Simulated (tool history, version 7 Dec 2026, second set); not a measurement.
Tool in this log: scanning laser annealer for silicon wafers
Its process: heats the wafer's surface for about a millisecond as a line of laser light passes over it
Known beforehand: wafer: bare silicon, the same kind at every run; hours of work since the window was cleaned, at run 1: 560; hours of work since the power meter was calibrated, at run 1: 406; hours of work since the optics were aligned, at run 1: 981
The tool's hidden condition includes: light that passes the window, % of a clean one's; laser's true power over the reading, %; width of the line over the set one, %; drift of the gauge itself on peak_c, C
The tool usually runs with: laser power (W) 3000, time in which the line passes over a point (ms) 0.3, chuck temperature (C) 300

run,hour,laser power (W),time in which the line passes over a point (ms),chuck temperature (C),hours of work since the window was cleaned,hours of work since the power meter was calibrated,hours of work since the optics were aligned,highest temperature of the surface (C)
1,0,3000,0.3,300,560,406,981,1046
2,15.4,3000,0.276,300,566,412,988,1013
3,34.4,3000,0.276,300,574,420,996,1011
4,45.7,3000,0.276,300,579,425,1000,1011
5,70.1,3000,0.276,300,589,435,1011,1010
# hour 79.4: window over the wafer cleaned
6,91.8,3000,0.3,306,5,443,1019,1075
7,102.2,3000,0.3,303,10,448,1023,1076
8,120.6,3000,0.3,303,17,455,1031,1076
9,134,3000,0.3,303,23,461,1036,1074
10,157.5,2914,0.277,300,33,471,1046,1011

Forecast run 11:
11,173,2992,0.277,280,39,477,1053,?

Run 11 measured highest temperature of the surface (C) 1014.
On a tool with no hidden condition, and with the same random variation, this run would have come out at highest temperature of the surface (C) 1024.
